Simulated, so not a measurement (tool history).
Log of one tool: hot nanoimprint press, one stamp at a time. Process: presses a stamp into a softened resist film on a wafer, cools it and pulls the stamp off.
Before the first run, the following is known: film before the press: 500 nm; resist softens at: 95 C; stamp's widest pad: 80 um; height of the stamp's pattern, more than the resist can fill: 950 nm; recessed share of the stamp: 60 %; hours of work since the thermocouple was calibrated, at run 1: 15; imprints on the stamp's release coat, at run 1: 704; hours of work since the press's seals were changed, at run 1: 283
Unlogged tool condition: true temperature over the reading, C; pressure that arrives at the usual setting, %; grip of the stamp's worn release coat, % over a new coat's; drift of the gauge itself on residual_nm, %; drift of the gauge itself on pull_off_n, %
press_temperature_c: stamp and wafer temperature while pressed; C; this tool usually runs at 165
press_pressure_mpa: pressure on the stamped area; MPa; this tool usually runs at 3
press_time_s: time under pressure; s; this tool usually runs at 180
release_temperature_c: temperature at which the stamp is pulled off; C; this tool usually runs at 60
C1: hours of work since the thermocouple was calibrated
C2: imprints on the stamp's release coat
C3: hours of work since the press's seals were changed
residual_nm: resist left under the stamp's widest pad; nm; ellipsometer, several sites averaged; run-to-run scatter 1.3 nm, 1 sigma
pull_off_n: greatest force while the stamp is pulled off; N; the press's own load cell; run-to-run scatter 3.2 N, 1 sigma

{"run": 1, "hour": 0.0, "press_temperature_c": 165, "press_pressure_mpa": 3, "press_time_s": 180, "release_temperature_c": 60, "C1": 15, "C2": 704, "C3": 283, "residual_nm": 201.1, "pull_off_n": 155}
{"run": 2, "hour": 58.5, "press_temperature_c": 165, "press_pressure_mpa": 3, "press_time_s": 180, "release_temperature_c": 60, "C1": 62, "C2": 970, "C3": 330, "residual_nm": 200.9, "pull_off_n": 160}
{"run": 3, "hour": 117.1, "press_temperature_c": 165, "press_pressure_mpa": 1.97, "press_time_s": 180, "release_temperature_c": 60, "C1": 108, "C2": 1236, "C3": 377, "residual_nm": 239.5, "pull_off_n": 172}
{"hour": 153.8, "done": "stamp cleaned and given a new release coat"}
{"run": 4, "hour": 153.8, "press_temperature_c": 165, "press_pressure_mpa": 3, "press_time_s": 180, "release_temperature_c": 60, "C1": 133, "C2": 0, "C3": 401, "residual_nm": 196.8, "pull_off_n": 144}
{"run": 5, "hour": 196.4, "press_temperature_c": 157, "press_pressure_mpa": 3, "press_time_s": 180, "release_temperature_c": 60, "C1": 167, "C2": 194, "C3": 435, "residual_nm": 300.8, "pull_off_n": 154}
{"run": 6, "hour": 238.3, "press_temperature_c": 157, "press_pressure_mpa": 3, "press_time_s": 180, "release_temperature_c": 60, "C1": 200, "C2": 385, "C3": 468, "residual_nm": 294.9, "pull_off_n": 154}
{"run": 7, "hour": 300.1, "press_temperature_c": 157, "press_pressure_mpa": 3, "press_time_s": 180, "release_temperature_c": 60, "C1": 249, "C2": 666, "C3": 518, "residual_nm": 293.2, "pull_off_n": 159}
{"hour": 322.7, "done": "plate thermocouple calibrated"}
{"run": 8, "hour": 344.4, "press_temperature_c": 157, "press_pressure_mpa": 3, "press_time_s": 180, "release_temperature_c": 60, "C1": 17, "C2": 854, "C3": 550, "residual_nm": 315.1, "pull_off_n": 161}
{"run": 9, "hour": 375.0, "press_temperature_c": 165, "press_pressure_mpa": 3, "press_time_s": 180, "release_temperature_c": 64, "C1": 42, "C2": 994, "C3": 575, "residual_nm": 204.3, "pull_off_n": 149}
{"run": 10, "hour": 417.6, "press_temperature_c": 165, "press_pressure_mpa": 3, "press_time_s": 180, "release_temperature_c": 55, "C1": 76, "C2": 1187, "C3": 609, "residual_nm": 203.2, "pull_off_n": 188}
{"hour": 464.4, "done": "stamp cleaned and given a new release coat"}
{"run": 11, "hour": 470.6, "press_temperature_c": 165, "press_pressure_mpa": 3.4, "press_time_s": 180, "release_temperature_c": 55, "C1": 113, "C2": 29, "C3": 646, "residual_nm": 189.6, "pull_off_n": 159}
{"run": 12, "hour": 529.3, "press_temperature_c": 165, "press_pressure_mpa": 3.4, "press_time_s": 180, "release_temperature_c": 55, "C1": 160, "C2": 296, "C3": 693, "residual_nm": 189.3, "pull_off_n": 170}
{"run": 13, "hour": 596.5, "press_temperature_c": 176, "press_pressure_mpa": 3.4, "press_time_s": 180, "release_temperature_c": 55, "C1": 213, "C2": 602, "C3": 746, "residual_nm": 98.2, "pull_off_n": 174}
{"run": 14, "hour": 640.6, "press_temperature_c": 165, "press_pressure_mpa": 3, "press_time_s": 180, "release_temperature_c": 56, "C1": 248, "C2": 802, "C3": 781, "residual_nm": 194.1, "pull_off_n": 171}
{"hour": 661.5, "done": "plate thermocouple calibrated"}
{"run": 15, "hour": 686.1, "press_temperature_c": 165, "press_pressure_mpa": 3, "press_time_s": 180, "release_temperature_c": 56, "C1": 20, "C2": 996, "C3": 815, "residual_nm": 203.7, "pull_off_n": 173}
{"run": 16, "hour": 718.1, "press_temperature_c": 165, "press_pressure_mpa": 4.05, "press_time_s": 305, "release_temperature_c": 60, "C1": 45, "C2": 1142, "C3": 841, "residual_nm": 140.7, "pull_off_n": 164}
{"hour": 773.2, "done": "stamp cleaned and given a new release coat"}
{"run": 17, "hour": 787.5, "press_temperature_c": 165, "press_pressure_mpa": 4.05, "press_time_s": 305, "release_temperature_c": 60, "C1": 96, "C2": 65, "C3": 891, "residual_nm": 140.3, "pull_off_n": 149}
{"run": 18, "hour": 846.7, "press_temperature_c": 166, "press_pressure_mpa": 4.05, "press_time_s": 147, "release_temperature_c": 60, "C1": 143, "C2": 335, "C3": 938, "residual_nm": 176.5, "pull_off_n": 149}
{"run": 19, "hour": 884.5, "press_temperature_c": 166, "press_pressure_mpa": 3, "press_time_s": 180, "release_temperature_c": 53, "C1": 173, "C2": 507, "C3": 969, "residual_nm": 184.4, "pull_off_n": 182}
{"run": 20, "hour": 935.2, "press_temperature_c": 164, "press_pressure_mpa": 3.21, "press_time_s": 223, "release_temperature_c": 55, "C1": 213, "C2": 737, "C3": 1009, "residual_nm": 183.2, "pull_off_n": 178}
{"run": 21, "hour": 980.1, "press_temperature_c": 165, "press_pressure_mpa": 2.43, "press_time_s": 117, "release_temperature_c": 63, "C1": 249, "C2": 942, "C3": 1045, "residual_nm": 247.1, "pull_off_n": 150}
{"hour": 999.7, "done": "plate thermocouple calibrated"}
{"run": 22, "hour": 1026.4, "press_temperature_c": 159, "press_pressure_mpa": 2.43, "press_time_s": 105, "release_temperature_c": 63, "C1": 21, "C2": 1139, "C3": 1079, "residual_nm": 353.5, "pull_off_n": 161}
{"run": 23, "hour": 1058.3, "press_temperature_c": 164, "press_pressure_mpa": 2.43, "press_time_s": 105, "release_temperature_c": 63, "C1": 47, "C2": 1284, "C3": 1105, "residual_nm": 283.6, "pull_off_n": 160}
{"hour": 1084.2, "done": "stamp cleaned and given a new release coat"}
{"run": 24, "hour": 1101.1, "press_temperature_c": 165, "press_pressure_mpa": 2.03, "press_time_s": 180, "release_temperature_c": 60, "C1": 76, "C2": 77, "C3": 1134, "residual_nm": 241.3, "pull_off_n": 152}
{"run": 25, "hour": 1144.7, "press_temperature_c": 165, "press_pressure_mpa": 2.62, "press_time_s": 180, "release_temperature_c": 60, "C1": 111, "C2": 275, "C3": 1169, "residual_nm": 212.5, "pull_off_n": 149}
{"run": 26, "hour": 1200.7, "press_temperature_c": 166, "press_pressure_mpa": 1.93, "press_time_s": 325, "release_temperature_c": 54, "C1": 155, "C2": 530, "C3": 1213, "residual_nm": 178.1, "pull_off_n": 179}
{"run": 27, "hour": 1243.8, "press_temperature_c": 171, "press_pressure_mpa": 3, "press_time_s": 180, "release_temperature_c": 60, "C1": 190, "C2": 727, "C3": 1248, "residual_nm": 139.5, "pull_off_n": 155}
{"hour": 1284.0, "done": "press's hydraulic seals changed and the load cell set to zero"}
{"run": 28, "hour": 1301.3, "press_temperature_c": 171, "press_pressure_mpa": 3, "press_time_s": 180, "release_temperature_c": 60, "C1": 229, "C2": 952, "C3": 14, "residual_nm": 135.3, "pull_off_n": 165}
{"hour": 1347.8, "done": "plate thermocouple calibrated"}
{"run": 29, "hour": 1372.5, "press_temperature_c": 172, "press_pressure_mpa": 3, "press_time_s": 262, "release_temperature_c": 60, "C1": 20, "C2": 1262, "C3": 68, "residual_nm": 116.6, "pull_off_n": 168}

Subtracting, for every run, the result it would have given without the tool's unlogged condition from the measured result gives the following. The same run-to-run variation enters both numbers; the gauge's scatter may not:
run=1 residual_nm=-0.8 pull_off_n=+10
run=2 residual_nm=-3.5 pull_off_n=+13
run=3 residual_nm=-6.9 pull_off_n=+17
run=4 residual_nm=-7.3 pull_off_n=-2
run=5 residual_nm=-12.2 pull_off_n=+0
run=6 residual_nm=-14.3 pull_off_n=+3
run=7 residual_nm=-17.8 pull_off_n=+6
run=8 residual_nm=+3.2 pull_off_n=+13
run=9 residual_nm=+1.1 pull_off_n=+14
run=10 residual_nm=-0.5 pull_off_n=+20
run=11 residual_nm=-2.2 pull_off_n=-1
run=12 residual_nm=-4.5 pull_off_n=+4
run=13 residual_nm=-3.5 pull_off_n=+7
run=14 residual_nm=-9.3 pull_off_n=+10
run=15 residual_nm=+0.8 pull_off_n=+16
run=16 residual_nm=+0 pull_off_n=+17
run=17 residual_nm=-2 pull_off_n=+0
run=18 residual_nm=-4.5 pull_off_n=+3
run=19 residual_nm=-6.8 pull_off_n=+6
run=20 residual_nm=-8.9 pull_off_n=+9
run=21 residual_nm=-12.9 pull_off_n=+10
run=22 residual_nm=+0.3 pull_off_n=+16
run=23 residual_nm=-1.3 pull_off_n=+18
run=24 residual_nm=-3.2 pull_off_n=+0
run=25 residual_nm=-4.5 pull_off_n=+2
run=26 residual_nm=-6.7 pull_off_n=+7
run=27 residual_nm=-5.7 pull_off_n=+8
run=28 residual_nm=-9 pull_off_n=+11
run=29 residual_nm=-0.8 pull_off_n=+19
